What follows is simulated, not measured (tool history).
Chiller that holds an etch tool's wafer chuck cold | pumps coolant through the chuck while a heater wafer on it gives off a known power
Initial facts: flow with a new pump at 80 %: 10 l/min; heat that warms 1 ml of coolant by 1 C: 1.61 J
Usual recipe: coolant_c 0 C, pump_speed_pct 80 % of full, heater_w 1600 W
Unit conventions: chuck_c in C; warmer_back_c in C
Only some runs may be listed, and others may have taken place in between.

| run | hour | coolant_c | pump_speed_pct | heater_w | chuck_c | warmer_back_c |
|---|---|---|---|---|---|---|
| 1 | 0.0 | 0 | 80 | 1600 | 17.2 | 6.02 |
| 2 | 80.9 | 0 | 80 | 1600 | 17.2 | 6.04 |
|  | 117.2 | coolant changed, channels flushed |
| 3 | 174.0 | 0 | 80 | 1600 | 14.2 | 6.05 |
| 4 | 226.5 | 0 | 80 | 1600 | 14.2 | 6.01 |
| 5 | 301.3 | 0 | 80 | 1600 | 14.2 | 6.07 |
| 6 | 361.8 | 0 | 80 | 1600 | 14.3 | 6.06 |
| 7 | 439.8 | 0 | 80 | 1600 | 14.3 | 6.11 |
| 8 | 535.3 | 0 | 80 | 1600 | 14.4 | 6.03 |
| 9 | 580.8 | 0 | 84 | 1600 | 13.8 | 5.73 |
|  | 628.6 | chiller's thermometer calibrated |
| 10 | 655.8 | 0 | 80 | 1600 | 14.9 | 6.05 |
| 11 | 727.2 | 0 | 80 | 1600 | 15.0 | 6.10 |
| 12 | 811.5 | 0 | 80 | 1600 | 15.1 | 6.07 |
| 13 | 867.1 | 0 | 64 | 2098 | 22.7 | 9.89 |
| 14 | 935.2 | 0 | 64 | 2098 | 22.9 | 9.87 |
| 15 | 980.4 | -7 | 70 | 2098 | 14.4 | 9.03 |
| 16 | 1024.2 | -7 | 70 | 2098 | 14.6 | 9.11 |
| 17 | 1079.1 | 4 | 70 | 1991 | 24.5 | 8.55 |
| 18 | 1123.1 | -2 | 63 | 1190 | 11.0 | 5.67 |
| 19 | 1162.8 | -2 | 63 | 1190 | 11.2 | 5.62 |
| 20 | 1214.0 | -2 | 63 | 1190 | 11.2 | 5.71 |
| 21 | 1287.9 | 1 | 68 | 1190 | 13.3 | 5.26 |
| 22 | 1357.9 | 3 | 95 | 1190 | 13.2 | 3.84 |
| 23 | 1403.4 | 0 | 80 | 867 | 8.4 | 3.28 |
| 24 | 1464.0 | 0 | 80 | 867 | 8.3 | 3.31 |

Branching from run 24: 3 alternative next runs. What would each branch give?
| A | 1514.5 | -1 | 80 | 867 | ? | ? |
| B | 1514.5 | -4 | 83 | 867 | ? | ? |
| C | 1514.5 | 0 | 74 | 1600 | ? | ? |

| run | chuck_c | warmer_back_c |
|---|---|---|
| A | 7.2 | 3.35 |
| B | 4.1 | 3.21 |
| C | 15.8 | 6.61 |
Without the tool's unlogged condition, the same runs would have read:
| run | chuck_c | warmer_back_c |
|---|---|---|
| A | 7.0 | 3.29 |
| B | 3.8 | 3.14 |
| C | 15.2 | 6.48 |
